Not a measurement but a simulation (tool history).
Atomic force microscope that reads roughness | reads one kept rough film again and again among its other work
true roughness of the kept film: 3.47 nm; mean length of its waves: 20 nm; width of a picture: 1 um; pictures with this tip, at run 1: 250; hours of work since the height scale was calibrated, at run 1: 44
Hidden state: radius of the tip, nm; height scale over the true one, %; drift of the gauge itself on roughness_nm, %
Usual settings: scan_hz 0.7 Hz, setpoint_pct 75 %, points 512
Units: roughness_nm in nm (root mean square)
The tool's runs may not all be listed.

| run | day | scan_hz | setpoint_pct | points | pictures with this tip | hours of work since the height scale was calibrated | roughness_nm |
|---|---|---|---|---|---|---|---|
| 1 | 0 | 0.7 | 75 | 512 | 250 | 44 | 2.109 |
| 2 | 0.233 | 0.7 | 75 | 512 | 260 | 47 | 2.095 |
| 3 | 0.579 | 0.7 | 58 | 512 | 276 | 52 | 2.139 |
| 4 | 0.938 | 0.7 | 75 | 336 | 293 | 57 | 2.011 |
|  | 1.196 | new tip fitted |
| 5 | 1.196 | 0.7 | 75 | 336 | 0 | 61 | 2.729 |
| 6 | 1.417 | 0.7 | 75 | 336 | 10 | 64 | 2.697 |
| 7 | 1.829 | 0.7 | 75 | 336 | 29 | 70 | 2.651 |
| 8 | 2.246 | 0.7 | 75 | 336 | 48 | 76 | 2.586 |
| 9 | 2.525 | 0.7 | 66 | 512 | 61 | 80 | 2.64 |
| 10 | 2.962 | 0.7 | 68 | 512 | 81 | 86 | 2.566 |
| 11 | 3.233 | 0.7 | 68 | 512 | 93 | 90 | 2.53 |
| 12 | 3.658 | 0.7 | 68 | 512 | 113 | 96 | 2.475 |
| 13 | 3.942 | 0.7 | 68 | 512 | 126 | 100 | 2.452 |
| 14 | 4.25 | 0.7 | 75 | 512 | 140 | 104 | 2.363 |
| 15 | 4.521 | 0.7 | 75 | 512 | 153 | 108 | 2.328 |
| 16 | 4.892 | 0.7 | 75 | 512 | 170 | 114 | 2.294 |
| 17 | 5.171 | 0.695 | 75 | 512 | 182 | 118 | 2.261 |
| 18 | 5.5 | 0.594 | 75 | 512 | 198 | 122 | 2.268 |
| 19 | 5.896 | 0.594 | 75 | 358 | 216 | 128 | 2.201 |
| 20 | 6.075 | 0.594 | 75 | 358 | 224 | 131 | 2.178 |
| 21 | 6.429 | 0.594 | 75 | 358 | 240 | 136 | 2.152 |
| 22 | 6.667 | 0.594 | 75 | 519 | 251 | 139 | 2.143 |
| 23 | 6.992 | 0.7 | 75 | 512 | 266 | 144 | 2.1 |
| 24 | 7.362 | 0.7 | 75 | 512 | 283 | 149 | 2.079 |
| 25 | 7.558 | 0.7 | 75 | 512 | 292 | 152 | 2.065 |
|  | 7.842 | new tip fitted |
| 26 | 7.971 | 0.7 | 75 | 512 | 6 | 158 | 2.716 |
| 27 | 8.258 | 0.7 | 75 | 512 | 19 | 162 | 2.675 |
| 28 | 8.475 | 0.606 | 87 | 512 | 29 | 165 | 2.563 |
| 29 | 8.821 | 0.818 | 80 | 432 | 45 | 170 | 2.48 |
| 30 | 9.129 | 0.818 | 56 | 751 | 59 | 174 | 2.644 |
| 31 | 9.533 | 0.818 | 56 | 751 | 78 | 180 | 2.605 |
| 32 | 9.75 | 0.818 | 56 | 751 | 88 | 183 | 2.567 |
| 33 | 10.146 | 1.197 | 59 | 864 | 106 | 189 | 2.498 |
| 34 | 10.554 | 0.7 | 75 | 899 | 125 | 195 | 2.395 |
| 35 | 10.983 | 1.092 | 75 | 379 | 145 | 201 | 2.227 |
| 36 | 11.238 | 0.691 | 72 | 280 | 156 | 204 | 2.272 |
| 37 | 11.617 | 0.691 | 72 | 280 | 174 | 210 | 2.226 |
| 38 | 12.021 | 3.218 | 75 | 476 | 193 | 216 | 1.833 |
| 39 | 12.462 | 0.886 | 57 | 385 | 213 | 222 | 2.226 |
| 40 | 12.833 | 2.51 | 57 | 278 | 230 | 227 | 2.049 |
| 41 | 13.2 | 1.796 | 75 | 950 | 247 | 233 | 1.943 |
| 42 | 13.383 | 0.939 | 75 | 261 | 255 | 235 | 1.992 |
| 43 | 13.771 | 0.7 | 73 | 512 | 273 | 241 | 2.067 |
| 44 | 14.125 | 0.7 | 73 | 512 | 289 | 246 | 2.028 |
| 45 | 14.308 | 1.789 | 75 | 372 | 298 | 249 | 1.843 |
|  | 14.471 | new tip fitted |
| 46 | 14.558 | 1.789 | 75 | 372 | 4 | 252 | 2.497 |
| 47 | 14.992 | 1.789 | 75 | 372 | 24 | 258 | 2.43 |
| 48 | 15.35 | 1.789 | 75 | 876 | 41 | 263 | 2.42 |
| 49 | 15.629 | 1.944 | 75 | 512 | 53 | 267 | 2.347 |
| 50 | 15.933 | 1.944 | 75 | 512 | 67 | 272 | 2.322 |
| 51 | 16.262 | 0.883 | 64 | 376 | 83 | 276 | 2.519 |
| 52 | 16.65 | 0.7 | 85 | 512 | 100 | 282 | 2.375 |
| 53 | 16.925 | 1.339 | 81 | 374 | 113 | 286 | 2.207 |

How the hidden state differs across the entries between the runs, from the last listed run before each to the first after it:
Between runs 4 and 5: new tip fitted (day 1.196)
  radius of the tip, nm: 17.4 -> 5
  measured less the result without the state, roughness_nm: -0.734 -> -0.006 nm (root mean square)
Between runs 25 and 26: new tip fitted (day 7.842)
  radius of the tip, nm: 16.8 -> 5.6; height scale over the true one, %: -0.25 -> -0.26
  measured less the result without the state, roughness_nm: -0.721 -> -0.053 nm (root mean square)
Between runs 45 and 46: new tip fitted (day 14.471)
  radius of the tip, nm: 17.8 -> 5.3
  measured less the result without the state, roughness_nm: -0.695 -> -0.031 nm (root mean square)
